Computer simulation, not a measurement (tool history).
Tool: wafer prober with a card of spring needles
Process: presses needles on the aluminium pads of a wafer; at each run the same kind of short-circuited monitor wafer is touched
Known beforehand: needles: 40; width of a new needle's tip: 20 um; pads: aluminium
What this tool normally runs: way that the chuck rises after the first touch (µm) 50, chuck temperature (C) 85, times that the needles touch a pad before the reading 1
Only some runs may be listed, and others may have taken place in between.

| run | day | way that the chuck rises after the first touch (µm) | chuck temperature (C) | times that the needles touch a pad before the reading | resistance of one needle with its contact and lead (mohm) | way that a needle slides on the pad (µm) |
|---|---|---|---|---|---|---|
| 1 | 0 | 50 | 85 | 1 | 421 | 6.39 |
|  | 0.112 | tips cleaned on abrasive film |
|  | 0.658 | tips cleaned on abrasive film |
|  | 1.096 | tips cleaned on abrasive film |
|  | 1.538 | tips cleaned on abrasive film |
| 2 | 1.6 | 50 | 49 | 1 | 279 | 6.39 |
|  | 1.996 | tips cleaned on abrasive film |
|  | 2.542 | tips cleaned on abrasive film |
|  | 3.067 | tips cleaned on abrasive film |
| 3 | 3.354 | 50 | 49 | 1 | 405 | 6.3 |
|  | 3.567 | tips cleaned on abrasive film |
|  | 4.1 | tips cleaned on abrasive film |
|  | 4.542 | tips cleaned on abrasive film |
|  | 5.083 | tips cleaned on abrasive film |
| 4 | 5.25 | 57 | 49 | 1 | 291 | 7.26 |
|  | 5.567 | tips cleaned on abrasive film |
|  | 6.117 | tips cleaned on abrasive film |
|  | 6.129 | height of the first contact set anew |
| 5 | 6.392 | 57 | 49 | 1 | 335 | 7.62 |
|  | 6.617 | tips cleaned on abrasive film |
|  | 7.138 | tips cleaned on abrasive film |
|  | 7.638 | tips cleaned on abrasive film |
| 6 | 7.638 | 50 | 85 | 1 | 232 | 6.65 |
|  | 8.179 | tips cleaned on abrasive film |
|  | 8.712 | tips cleaned on abrasive film |
|  | 9.238 | tips cleaned on abrasive film |
| 7 | 9.6 | 43 | 85 | 1 | 497 | 5.71 |
|  | 9.712 | tips cleaned on abrasive film |
|  | 10.217 | tips cleaned on abrasive film |
|  | 10.767 | tips cleaned on abrasive film |
|  | 11.312 | tips cleaned on abrasive film |
| 8 | 11.312 | 43 | 85 | 1 | 261 | 5.66 |
|  | 11.846 | tips cleaned on abrasive film |
|  | 12.383 | tips cleaned on abrasive film |
|  | 12.917 | tips cleaned on abrasive film |
|  | 13.388 | tips cleaned on abrasive film |
| 9 | 13.388 | 50 | 85 | 2 | 237 | 6.56 |
|  | 13.825 | tips cleaned on abrasive film |
|  | 14.354 | tips cleaned on abrasive film |
| 10 | 14.375 | 50 | 85 | 1 | 245 | 6.54 |
|  | 14.817 | tips cleaned on abrasive film |
|  | 15.346 | tips cleaned on abrasive film |
| 11 | 15.638 | 50 | 85 | 1 | 397 | 6.46 |
|  | 15.858 | tips cleaned on abrasive film |
|  | 16.383 | tips cleaned on abrasive film |
| 12 | 16.808 | 50 | 85 | 3 | 310 | 6.51 |
|  | 16.921 | tips cleaned on abrasive film |
|  | 17.471 | tips cleaned on abrasive film |
|  | 17.912 | tips cleaned on abrasive film |
| 13 | 17.912 | 50 | 85 | 3 | 226 | 6.46 |
|  | 18.446 | tips cleaned on abrasive film |
|  | 18.988 | tips cleaned on abrasive film |
|  | 19.517 | tips cleaned on abrasive film |
| 14 | 19.646 | 50 | 85 | 3 | 255 | 6.43 |
|  | 20.067 | tips cleaned on abrasive film |
|  | 20.604 | tips cleaned on abrasive film |
|  | 21.154 | tips cleaned on abrasive film |
| 15 | 21.408 | 50 | 85 | 3 | 287 | 6.41 |
|  | 21.633 | tips cleaned on abrasive film |
|  | 22.162 | tips cleaned on abrasive film |
|  | 22.712 | tips cleaned on abrasive film |
| 16 | 22.808 | 50 | 38 | 3 | 246 | 6.39 |
|  | 23.25 | tips cleaned on abrasive film |
|  | 23.8 | tips cleaned on abrasive film |
| 17 | 23.929 | 50 | 55 | 3 | 250 | 6.36 |
|  | 24.254 | tips cleaned on abrasive film |
|  | 24.792 | tips cleaned on abrasive film |
|  | 25.317 | tips cleaned on abrasive film |
| 18 | 25.7 | 50 | 55 | 3 | 293 | 6.37 |
|  | 25.812 | tips cleaned on abrasive film |
|  | 26.329 | tips cleaned on abrasive film |
|  | 26.858 | tips cleaned on abrasive film |
|  | 27.3 | tips cleaned on abrasive film |
| 19 | 27.325 | 32 | 55 | 3 | 270 | 3.92 |
|  | 27.842 | tips cleaned on abrasive film |
|  | 28.379 | tips cleaned on abrasive film |
|  | 28.888 | tips cleaned on abrasive film |
|  | 29.329 | height of the first contact set anew |
|  | 29.371 | tips cleaned on abrasive film |
| 20 | 29.371 | 31 | 84 | 1 | 266 | 4.16 |
|  | 29.917 | tips cleaned on abrasive film |
|  | 30.354 | tips cleaned on abrasive film |
| 21 | 30.562 | 31 | 57 | 2 | 471 | 4.09 |
|  | 30.896 | tips cleaned on abrasive film |
|  | 31.446 | tips cleaned on abrasive film |
|  | 31.983 | tips cleaned on abrasive film |
| 22 | 32.329 | 38 | 57 | 2 | 445 | 5.06 |
|  | 32.442 | tips cleaned on abrasive film |
|  | 32.975 | tips cleaned on abrasive film |
|  | 33.496 | tips cleaned on abrasive film |
| 23 | 33.525 | 49 | 36 | 2 | 241 | 6.44 |

Pick out some run-to-run changes in resistance of one needle with its contact and lead (mohm). Of each, how much would a tool without hidden state show as well, from the settings, what came in and chance, and how much is left for the hidden state and any gauge scatter not in both results compared?
Hidden conditions of the tool in this case: debris on the tips, nm; way that the needles fall short of the set height, um; tips' diameter, um; drift of the gauge itself on contact_mohm, %; drift of the gauge itself on scrub_um, %.
Run 6 -> 7: way that the chuck rises after the first touch (µm) 50 -> 43, tips cleaned on abrasive film, tips cleaned on abrasive film, tips cleaned on abrasive film. resistance of one needle with its contact and lead (mohm) +265: hidden state +260, all else +5.
Run 7 -> 8: tips cleaned on abrasive film, tips cleaned on abrasive film, tips cleaned on abrasive film, tips cleaned on abrasive film. resistance of one needle with its contact and lead (mohm) -236: hidden state -240, all else +4.
